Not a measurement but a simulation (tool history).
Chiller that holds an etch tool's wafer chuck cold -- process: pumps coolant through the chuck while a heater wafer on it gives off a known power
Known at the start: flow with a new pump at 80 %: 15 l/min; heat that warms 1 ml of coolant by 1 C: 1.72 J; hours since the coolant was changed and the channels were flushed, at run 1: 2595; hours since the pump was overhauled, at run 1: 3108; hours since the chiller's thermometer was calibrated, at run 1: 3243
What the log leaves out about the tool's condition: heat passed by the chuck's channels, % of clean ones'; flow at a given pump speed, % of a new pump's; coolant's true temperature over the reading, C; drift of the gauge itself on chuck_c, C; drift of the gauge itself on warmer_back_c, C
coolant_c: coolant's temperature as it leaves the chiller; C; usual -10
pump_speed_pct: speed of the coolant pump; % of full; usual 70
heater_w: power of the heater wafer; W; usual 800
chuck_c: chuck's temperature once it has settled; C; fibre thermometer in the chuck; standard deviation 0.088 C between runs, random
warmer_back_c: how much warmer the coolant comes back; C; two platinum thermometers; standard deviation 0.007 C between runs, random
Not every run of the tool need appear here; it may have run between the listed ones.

| run | hour | coolant_c | pump_speed_pct | heater_w | hours since the coolant was changed and the channels were flushed | hours since the pump was overhauled | hours since the chiller's thermometer was calibrated | chuck_c | warmer_back_c |
|---|---|---|---|---|---|---|---|---|---|
| 1 | 0 | -10 | 70 | 800 | 2595 | 3108 | 3243 | -4.77 | 2.165 |
| 2 | 56.5 | -10 | 70 | 800 | 2652 | 3165 | 3300 | -4.54 | 2.188 |
| 3 | 111.3 | -10 | 70 | 544 | 2706 | 3220 | 3355 | -6.27 | 1.503 |
| 4 | 169.9 | -10 | 70 | 544 | 2765 | 3278 | 3413 | -6.28 | 1.519 |
| 5 | 230.8 | -10 | 70 | 800 | 2826 | 3339 | 3474 | -4.53 | 2.216 |
| 6 | 285.5 | -10 | 70 | 800 | 2881 | 3394 | 3529 | -4.44 | 2.244 |
| 7 | 343 | -10 | 70 | 800 | 2938 | 3451 | 3586 | -4.4 | 2.258 |
| 8 | 388.3 | -10 | 70 | 800 | 2983 | 3497 | 3632 | -4.46 | 2.277 |
| 9 | 436.9 | -10 | 70 | 800 | 3032 | 3545 | 3680 | -4.44 | 2.275 |
| 10 | 522 | -10 | 70 | 800 | 3117 | 3630 | 3765 | -4.44 | 2.313 |
| 11 | 571.1 | -10 | 70 | 800 | 3166 | 3679 | 3814 | -4.53 | 2.312 |
| 12 | 630.2 | -10 | 70 | 800 | 3225 | 3739 | 3874 | -4.46 | 2.332 |
| 13 | 727.9 | -10 | 70 | 800 | 3323 | 3836 | 3971 | -4.38 | 2.352 |
| 14 | 822.5 | -10 | 70 | 800 | 3417 | 3931 | 4066 | -4.58 | 2.374 |
| 15 | 864.1 | -10 | 70 | 800 | 3459 | 3972 | 4108 | -4.45 | 2.402 |
| 16 | 926.9 | -10 | 67 | 800 | 3522 | 4035 | 4170 | -4.24 | 2.517 |
| 17 | 1010.8 | -7 | 80 | 890 | 3606 | 4119 | 4254 | -1.39 | 2.311 |
| 18 | 1089.8 | -7 | 80 | 890 | 3685 | 4198 | 4333 | -1.49 | 2.333 |
| 19 | 1149.1 | -2 | 77 | 592 | 3744 | 4257 | 4392 | 1.9 | 1.712 |
|  | 1157.8 | gauge calibrated |
| 20 | 1232.7 | -8 | 66 | 1149 | 3828 | 4341 | 4476 | 0.19 | 3.36 |
| 21 | 1273.9 | -11 | 66 | 1149 | 3869 | 4382 | 4517 | -2.8 | 3.364 |
| 22 | 1353.6 | -11 | 66 | 515 | 3949 | 4462 | 4597 | -7.24 | 1.543 |
| 23 | 1412.2 | -9 | 70 | 800 | 4007 | 4520 | 4656 | -3.42 | 2.219 |
| 24 | 1476 | -9 | 70 | 800 | 4071 | 4584 | 4719 | -3.52 | 2.255 |
| 25 | 1543.5 | -9 | 66 | 1081 | 4138 | 4652 | 4787 | -1.19 | 3.228 |
| 26 | 1592.4 | -10 | 69 | 800 | 4187 | 4701 | 4836 | -4.38 | 2.312 |
| 27 | 1638.3 | -3 | 75 | 1004 | 4233 | 4747 | 4882 | 3.64 | 2.635 |
|  | 1659.3 | chiller's thermometer calibrated |
| 28 | 1713.1 | -3 | 75 | 1004 | 4307 | 4820 | 54 | 3.62 | 2.661 |
| 29 | 1810.3 | -3 | 70 | 856 | 4404 | 4918 | 151 | 2.89 | 2.489 |
| 30 | 1865.4 | -10 | 78 | 523 | 4459 | 4973 | 206 | -6.77 | 1.426 |
| 31 | 1924.6 | -4 | 93 | 645 | 4519 | 5032 | 265 | -0.42 | 1.454 |
|  | 1962.3 | coolant pump overhauled |
| 32 | 1979.9 | -4 | 93 | 645 | 4569 | 18 | 316 | -0.21 | 1.467 |

Measured less the same run without the tool's hidden state. The same run-to-run variation is in both; the gauge's scatter may not be:
| run | warmer_back_c |
|---|---|
| 1 | +0.002 |
| 2 | +0.016 |
| 3 | +0.029 |
| 4 | +0.043 |
| 5 | +0.059 |
| 6 | +0.073 |
| 7 | +0.087 |
| 8 | +0.099 |
| 9 | +0.111 |
| 10 | +0.132 |
| 11 | +0.144 |
| 12 | +0.159 |
| 13 | +0.183 |
| 14 | +0.207 |
| 15 | +0.218 |
| 16 | +0.233 |
| 17 | +0.254 |
| 18 | +0.273 |
| 19 | +0.288 |
| 20 | +0.023 |
| 21 | +0.033 |
| 22 | +0.05 |
| 23 | +0.066 |
| 24 | +0.082 |
| 25 | +0.1 |
| 26 | +0.111 |
| 27 | +0.123 |
| 28 | +0.141 |
| 29 | +0.165 |
| 30 | +0.177 |
| 31 | +0.192 |
| 32 | +0.202 |
For chuck_c, the value without the hidden state is never more than 0.04 C from the measured value.

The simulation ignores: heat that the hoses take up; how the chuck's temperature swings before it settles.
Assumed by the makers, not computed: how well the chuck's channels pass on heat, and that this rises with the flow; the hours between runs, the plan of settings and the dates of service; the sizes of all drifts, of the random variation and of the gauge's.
